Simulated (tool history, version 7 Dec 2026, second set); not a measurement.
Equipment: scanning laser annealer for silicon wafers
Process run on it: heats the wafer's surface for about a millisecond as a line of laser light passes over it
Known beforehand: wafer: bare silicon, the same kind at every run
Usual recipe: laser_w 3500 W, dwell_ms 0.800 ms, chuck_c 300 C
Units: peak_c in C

{"run": 1, "hour": 0.0, "laser_w": 3500, "dwell_ms": 0.8, "chuck_c": 300, "peak_c": 1104}
{"run": 2, "hour": 6.3, "laser_w": 3500, "dwell_ms": 0.737, "chuck_c": 300, "peak_c": 1067}
{"run": 3, "hour": 17.9, "laser_w": 3500, "dwell_ms": 0.8, "chuck_c": 302, "peak_c": 1100}
{"run": 4, "hour": 24.8, "laser_w": 3500, "dwell_ms": 0.8, "chuck_c": 302, "peak_c": 1104}
{"run": 5, "hour": 38.4, "laser_w": 3500, "dwell_ms": 0.648, "chuck_c": 302, "peak_c": 1020}
{"run": 6, "hour": 44.7, "laser_w": 3500, "dwell_ms": 0.648, "chuck_c": 302, "peak_c": 1020}
{"run": 7, "hour": 54.2, "laser_w": 3500, "dwell_ms": 0.648, "chuck_c": 302, "peak_c": 1024}
{"run": 8, "hour": 61.6, "laser_w": 3500, "dwell_ms": 0.914, "chuck_c": 300, "peak_c": 1154}
{"run": 9, "hour": 74.5, "laser_w": 3500, "dwell_ms": 0.8, "chuck_c": 300, "peak_c": 1099}
{"run": 10, "hour": 83.6, "laser_w": 3500, "dwell_ms": 0.8, "chuck_c": 275, "peak_c": 1074}
{"run": 11, "hour": 95.2, "laser_w": 3500, "dwell_ms": 0.8, "chuck_c": 275, "peak_c": 1070}
{"hour": 99.1, "done": "laser's power meter calibrated"}
{"run": 12, "hour": 110.7, "laser_w": 3004, "dwell_ms": 0.993, "chuck_c": 306, "peak_c": 1049}
{"run": 13, "hour": 116.5, "laser_w": 3218, "dwell_ms": 0.66, "chuck_c": 300, "peak_c": 953}
{"run": 14, "hour": 128.7, "laser_w": 3218, "dwell_ms": 0.66, "chuck_c": 300, "peak_c": 953}
{"run": 15, "hour": 135.4, "laser_w": 3159, "dwell_ms": 0.875, "chuck_c": 308, "peak_c": 1044}
{"run": 16, "hour": 145.0, "laser_w": 3207, "dwell_ms": 0.831, "chuck_c": 297, "peak_c": 1026}
{"run": 17, "hour": 152.0, "laser_w": 3207, "dwell_ms": 0.831, "chuck_c": 297, "peak_c": 1024}
{"run": 18, "hour": 161.0, "laser_w": 3751, "dwell_ms": 0.952, "chuck_c": 339, "peak_c": 1285}
{"hour": 163.6, "done": "window over the wafer cleaned"}
{"hour": 167.4, "done": "laser's power meter calibrated, once more"}
{"run": 19, "hour": 173.0, "laser_w": 3193, "dwell_ms": 0.952, "chuck_c": 289, "peak_c": 1103}

Below are 5 alternative next runs, each starting from the tool's condition after run 19. Predict each:
{"run": "A", "hour": 184.3, "laser_w": 3836, "dwell_ms": 0.642, "chuck_c": 281, "peak_c": "?"}
{"run": "B", "hour": 184.3, "laser_w": 3435, "dwell_ms": 0.84, "chuck_c": 270, "peak_c": "?"}
{"run": "C", "hour": 184.3, "laser_w": 3193, "dwell_ms": 0.952, "chuck_c": 313, "peak_c": "?"}
{"run": "D", "hour": 184.3, "laser_w": 3336, "dwell_ms": 0.952, "chuck_c": 328, "peak_c": "?"}
{"run": "E", "hour": 184.3, "laser_w": 3199, "dwell_ms": 0.583, "chuck_c": 300, "peak_c": "?"}

run=A peak_c=1112
run=B peak_c=1104
run=C peak_c=1128
run=D peak_c=1188
run=E peak_c=938
With the hidden condition removed and each run's random variation left untouched, the same runs would have given:
run=A peak_c=1119
run=B peak_c=1111
run=C peak_c=1135
run=D peak_c=1195
run=E peak_c=944
